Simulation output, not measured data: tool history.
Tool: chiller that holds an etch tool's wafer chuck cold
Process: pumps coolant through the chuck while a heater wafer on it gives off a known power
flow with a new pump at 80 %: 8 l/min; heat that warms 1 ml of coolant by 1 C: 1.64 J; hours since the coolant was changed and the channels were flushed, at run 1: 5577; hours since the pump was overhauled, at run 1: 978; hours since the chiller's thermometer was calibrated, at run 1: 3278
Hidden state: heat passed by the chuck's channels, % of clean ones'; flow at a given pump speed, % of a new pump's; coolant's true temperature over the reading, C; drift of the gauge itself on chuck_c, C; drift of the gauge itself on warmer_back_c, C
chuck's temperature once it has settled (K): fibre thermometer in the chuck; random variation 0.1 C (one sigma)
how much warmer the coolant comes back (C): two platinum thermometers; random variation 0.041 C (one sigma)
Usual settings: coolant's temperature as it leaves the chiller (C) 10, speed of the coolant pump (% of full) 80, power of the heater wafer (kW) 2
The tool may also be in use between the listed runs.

run	hour	coolant's temperature as it leaves the chiller (C)	speed of the coolant pump (% of full)	power of the heater wafer (kW)	hours since the coolant was changed and the channels were flushed	hours since the pump was overhauled	hours since the chiller's thermometer was calibrated	chuck's temperature once it has settled (K)	how much warmer the coolant comes back (C)
1	0	10	80	2	5577	978	3278	302.15	9.39
2	38.7	10	80	2	5615	1016	3317	302.15	9.32
3	63.1	10	80	2	5640	1041	3341	302.25	9.29
4	99	10	80	2	5676	1077	3377	302.15	9.39
5	125.8	10	80	2	5703	1103	3404	301.95	9.34
6	154.3	10	80	2	5731	1132	3432	302.25	9.32
7	176.4	10	80	2	5753	1154	3454	302.25	9.32
8	210.4	10	80	2	5787	1188	3488	302.15	9.39
9	235.9	10	80	2	5813	1214	3514	302.15	9.31
10	262	10	80	2	5839	1240	3540	302.15	9.33
11	295.4	10	92	2	5872	1273	3573	299.75	7.97
12	325	10	92	2	5902	1303	3603	299.55	7.94
13	346.8	10	73	2	5924	1324	3625	304.35	10.36
14	375	10	73	2	5952	1353	3653	304.25	10.32
15	405.7	8	91	2	5982	1383	3683	297.95	7.98
16	437.4	10	97	1.101	6014	1415	3715	291.45	4.11

Run 17 comes next. What will it give?
17	472.8	10	88	2.979	6050	1450	3751	?	?

Run 17 gave chuck's temperature once it has settled (K) 309.05, how much warmer the coolant comes back (C) 12.58.
Without the tool's hidden state the same run would have given chuck's temperature once it has settled (K) 305.35, how much warmer the coolant comes back (C) 12.3.
